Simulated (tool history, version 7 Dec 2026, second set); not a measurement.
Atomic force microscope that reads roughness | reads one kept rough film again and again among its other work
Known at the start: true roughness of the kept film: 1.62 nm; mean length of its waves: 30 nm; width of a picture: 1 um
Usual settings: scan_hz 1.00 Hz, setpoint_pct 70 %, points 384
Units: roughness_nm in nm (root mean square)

run,hour,scan_hz,setpoint_pct,points,roughness_nm
1,0.0,1.00,70,384,1.471
2,27.7,1.00,70,384,1.455
3,45.8,1.02,70,384,1.453
4,77.0,1.23,70,384,1.408
5,89.7,1.00,70,384,1.411
6,121.3,1.00,70,384,1.392
7,135.6,1.00,70,384,1.370
8,164.1,1.00,70,384,1.356
9,195.2,1.00,70,1015,1.334
10,221.0,1.00,70,1015,1.317
11,241.2,0.74,70,384,1.480
12,260.0,0.74,70,384,1.457
13,278.0,0.74,70,384,1.447
14,302.2,1.00,70,384,1.419
15,331.9,1.00,70,384,1.391
16,346.4,1.00,70,384,1.378
17,366.3,1.00,70,384,1.366
18,384.0,1.00,70,384,1.358
19,405.4,1.00,66,384,1.344
20,421.5,1.00,66,384,1.341
21,450.8,1.00,66,384,1.312
22,478.5,1.00,66,384,1.477
23,507.0,1.00,70,384,1.440
24,522.3,1.00,70,384,1.434
25,552.7,1.00,70,384,1.407
26,571.5,1.00,70,384,1.390
27,589.6,1.80,70,384,1.335
28,608.5,1.79,78,375,1.306
29,630.5,1.27,61,782,1.352
30,658.3,2.51,72,564,1.273
31,678.7,0.68,87,542,1.306
32,692.4,0.68,87,542,1.290
33,713.6,1.31,70,259,1.467
34,731.5,1.47,70,259,1.416
35,762.5,0.76,76,1012,1.444
36,782.1,0.76,76,1012,1.426
37,802.5,1.31,76,800,1.393
38,818.5,3.34,70,384,1.324
39,831.5,3.34,70,384,1.312
40,851.5,3.34,70,384,1.297
41,867.1,1.00,78,565,1.352
42,883.5,3.94,60,958,1.320
43,901.8,1.81,63,604,1.336
44,927.4,2.38,63,312,1.299
45,942.3,0.81,84,292,1.437
46,971.5,0.81,84,292,1.417
47,1000.7,0.81,84,292,1.404
48,1021.5,3.62,65,882,1.367
49,1038.4,3.62,59,882,1.371

Taken out of this log: 6 entries between the listed runs. Where each belongs, and how the hidden state differs across it:
Between runs 10 and 11: new tip fitted (hour 231.2)
  radius of the tip, nm: 25.8 -> 8.6; height scale over the true one, %: -0.79 -> -0.8
  measured less the result without the state, roughness_nm: -0.180 -> -0.028 nm (root mean square)
Between runs 21 and 22: new tip fitted (hour 465.5)
  radius of the tip, nm: 26.4 -> 8.3; height scale over the true one, %: -0.94 -> -0.96
  measured less the result without the state, roughness_nm: -0.186 -> -0.028 nm (root mean square)
Between runs 27 and 28: height scale calibrated on a step standard (hour 593.3)
  radius of the tip, nm: 18.1 -> 19.8; height scale over the true one, %: -1.04 -> -1.28
  measured less the result without the state, roughness_nm: -0.115 -> -0.132 nm (root mean square)
Between runs 30 and 31: height scale calibrated on a step standard, once more (hour 669.5)
  radius of the tip, nm: 24.1 -> 25.9; height scale over the true one, %: -1.31 -> -0.11
  measured less the result without the state, roughness_nm: -0.165 -> -0.169 nm (root mean square)
Between runs 32 and 33: new tip fitted (hour 700.4)
  radius of the tip, nm: 26.9 -> 8.2; height scale over the true one, %: -0.12 -> -0.13
  measured less the result without the state, roughness_nm: -0.176 -> -0.013 nm (root mean square)
Between runs 44 and 45: new tip fitted (hour 932.7)
  radius of the tip, nm: 26.2 -> 8.7; height scale over the true one, %: -0.28 -> -0.29
  measured less the result without the state, roughness_nm: -0.172 -> -0.021 nm (root mean square)

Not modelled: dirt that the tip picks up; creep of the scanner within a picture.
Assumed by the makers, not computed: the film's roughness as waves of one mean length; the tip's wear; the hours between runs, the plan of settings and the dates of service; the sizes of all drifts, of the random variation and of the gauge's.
